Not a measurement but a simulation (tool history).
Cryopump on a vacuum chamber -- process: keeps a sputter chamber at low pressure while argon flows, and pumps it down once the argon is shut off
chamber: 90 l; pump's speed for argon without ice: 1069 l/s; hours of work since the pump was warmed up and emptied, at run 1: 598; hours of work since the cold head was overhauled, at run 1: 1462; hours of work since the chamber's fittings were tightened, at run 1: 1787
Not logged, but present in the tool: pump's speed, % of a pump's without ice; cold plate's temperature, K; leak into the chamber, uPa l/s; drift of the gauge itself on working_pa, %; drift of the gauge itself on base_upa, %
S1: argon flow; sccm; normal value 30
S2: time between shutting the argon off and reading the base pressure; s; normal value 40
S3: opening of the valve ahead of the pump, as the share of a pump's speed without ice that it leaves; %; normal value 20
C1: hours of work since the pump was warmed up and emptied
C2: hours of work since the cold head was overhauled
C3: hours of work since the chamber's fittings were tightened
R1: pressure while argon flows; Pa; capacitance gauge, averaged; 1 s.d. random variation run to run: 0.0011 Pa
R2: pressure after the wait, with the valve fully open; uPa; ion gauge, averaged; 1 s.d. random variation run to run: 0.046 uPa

run 1 day=0 | S1=30 S2=40 S3=20 | C1=598 C2=1462 C3=1787 | R1=0.246 R2=3.27
run 2 day=2.017 | S1=30 S2=40 S3=20 | C1=637 C2=1501 C3=1826 | R1=0.248 R2=3.36
run 3 day=3.829 | S1=30 S2=40 S3=20 | C1=672 C2=1535 C3=1861 | R1=0.2474 R2=3.41
run 4 day=5.85 | S1=30 S2=40 S3=44 | C1=711 C2=1574 C3=1899 | R1=0.1179 R2=3.32
run 5 day=7.408 | S1=30 S2=40 S3=44 | C1=740 C2=1604 C3=1929 | R1=0.1191 R2=3.4
run 6 day=9.617 | S1=30 S2=40 S3=44 | C1=783 C2=1646 C3=1972 | R1=0.1191 R2=3.35
-- day=10.804 pump warmed up, emptied and cooled again
run 7 day=11.408 | S1=30 S2=91 S3=20 | C1=12 C2=1676 C3=2002 | R1=0.2375 R2=1.82
run 8 day=14.175 | S1=30 S2=91 S3=20 | C1=65 C2=1729 C3=2055 | R1=0.2386 R2=1.88
run 9 day=17.254 | S1=22 S2=40 S3=20 | C1=124 C2=1788 C3=2114 | R1=0.1743 R2=3.3
run 10 day=19.325 | S1=22 S2=40 S3=20 | C1=163 C2=1828 C3=2153 | R1=0.176 R2=3.33
run 11 day=22.392 | S1=22 S2=40 S3=20 | C1=222 C2=1887 C3=2212 | R1=0.1765 R2=3.36
-- day=24.05 leaking fittings of the chamber tightened, without venting
run 12 day=24.846 | S1=22 S2=40 S3=20 | C1=267 C2=1932 C3=15 | R1=0.1762 R2=2.74
run 13 day=27.704 | S1=22 S2=40 S3=20 | C1=322 C2=1987 C3=70 | R1=0.1763 R2=2.84
run 14 day=29.529 | S1=22 S2=40 S3=20 | C1=357 C2=2022 C3=105 | R1=0.1754 R2=2.86
run 15 day=31.579 | S1=22 S2=40 S3=20 | C1=396 C2=2061 C3=144 | R1=0.1779 R2=2.87
run 16 day=34.125 | S1=22 S2=40 S3=20 | C1=445 C2=2110 C3=193 | R1=0.1788 R2=2.9
run 17 day=35.975 | S1=30 S2=98 S3=20 | C1=480 C2=2145 C3=228 | R1=0.2431 R2=1.45
run 18 day=37.692 | S1=13 S2=211 S3=44 | C1=513 C2=2178 C3=261 | R1=0.0491 R2=0.93
run 19 day=38.971 | S1=49 S2=68 S3=58 | C1=538 C2=2203 C3=286 | R1=0.1454 R2=1.92
run 20 day=40.583 | S1=20 S2=279 S3=35 | C1=569 C2=2234 C3=317 | R1=0.0951 R2=0.79
run 21 day=43.221 | S1=34 S2=279 S3=26 | C1=619 C2=2284 C3=367 | R1=0.2171 R2=0.84
run 22 day=45.108 | S1=28 S2=247 S3=32 | C1=655 C2=2320 C3=403 | R1=0.1461 R2=0.86
run 23 day=47.054 | S1=14 S2=107 S3=32 | C1=693 C2=2357 C3=440 | R1=0.0734 R2=1.44
run 24 day=48.9 | S1=20 S2=34 S3=22 | C1=728 C2=2393 C3=476 | R1=0.1505 R2=3.42
run 25 day=51.383 | S1=20 S2=90 S3=50 | C1=775 C2=2440 C3=523 | R1=0.0699 R2=1.7
-- day=52.938 pump warmed up, emptied and cooled again
run 26 day=54.312 | S1=20 S2=204 S3=40 | C1=26 C2=2492 C3=575 | R1=0.0795 R2=0.96
run 27 day=56.458 | S1=20 S2=204 S3=40 | C1=67 C2=2533 C3=617 | R1=0.0809 R2=0.99

What will run 28 give?
run 28 day=59.633 | S1=15 S2=53 S3=33 | C1=128 C2=2594 C3=677 | R1=? R2=?

{"run 28": {"R1": 0.0731, "R2": 2.43}}
If the tool had no hidden condition, the same run with the same run-to-run variation would have returned R1 0.0717 Pa, R2 2.2 uPa.
